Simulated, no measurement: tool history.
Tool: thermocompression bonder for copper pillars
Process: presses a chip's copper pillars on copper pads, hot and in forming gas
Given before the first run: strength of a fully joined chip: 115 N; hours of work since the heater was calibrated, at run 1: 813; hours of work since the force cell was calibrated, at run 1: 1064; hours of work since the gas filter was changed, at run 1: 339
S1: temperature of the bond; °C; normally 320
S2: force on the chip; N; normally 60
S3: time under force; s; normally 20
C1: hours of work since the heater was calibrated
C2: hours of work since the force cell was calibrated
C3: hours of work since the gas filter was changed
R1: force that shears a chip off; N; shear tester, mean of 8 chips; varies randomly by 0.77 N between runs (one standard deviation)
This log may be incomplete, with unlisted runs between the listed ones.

run	hour	S1	S2	S3	C1	C2	C3	R1
1	0.0	320	60	20	813	1064	339	59.3
2	25.3	320	60	28	832	1084	359	68.1
3	39.5	320	60	28	844	1095	370	66.4
4	63.1	320	60	28	862	1114	388	65.6
5	78.0	320	65	28	874	1125	400	67.5
# hour 89.0: forming gas filter changed
6	110.1	320	60	20	898	1150	16	63.4
7	135.0	320	60	20	918	1169	36	61.9
8	163.1	320	60	20	939	1191	58	61.8
9	186.8	320	60	20	958	1210	76	61.8
10	200.8	320	60	20	969	1220	87	61.3
11	221.1	320	60	20	985	1236	103	61.2
12	252.6	320	60	20	1009	1261	127	61.7
13	276.7	320	60	14	1028	1280	146	53.3
14	301.6	333	60	14	1047	1299	166	61.0
15	334.3	320	60	20	1073	1324	191	60.4
16	353.0	318	60	20	1087	1339	206	58.6
# hour 356.4: force cell calibrated
17	373.8	318	60	20	1102	14	221	57.7
18	392.1	320	41	20	1117	28	235	46.6
19	413.0	320	41	20	1133	44	251	47.7
20	435.5	320	41	20	1150	62	269	46.2
21	458.7	320	41	20	1169	80	287	47.0
22	484.1	301	37	20	1188	100	307	34.2
23	506.7	335	54	32	1206	117	324	72.7
24	530.5	320	58	20	1224	136	343	56.8
25	544.9	320	58	11	1236	147	354	46.2
# hour 556.3: force cell calibrated, once more
26	569.4	313	41	13	1254	10	372	36.5
27	585.2	318	41	33	1266	23	384	54.7
# hour 615.7: forming gas filter changed
28	618.0	320	60	51	1291	48	2	80.6
29	641.6	320	60	51	1309	66	20	81.3
30	667.5	320	58	51	1330	86	40	78.0
31	688.3	314	85	20	1346	102	57	67.9
32	712.9	314	85	20	1365	122	76	68.3
33	743.9	314	85	20	1389	146	100	69.2

Run 34 is up next; what results do you expect?
34	758.0	332	41	11	1400	157	111	?

R1: 44.4 N
The same run, on a tool lacking any hidden state, would have yielded R1 49.3 N.
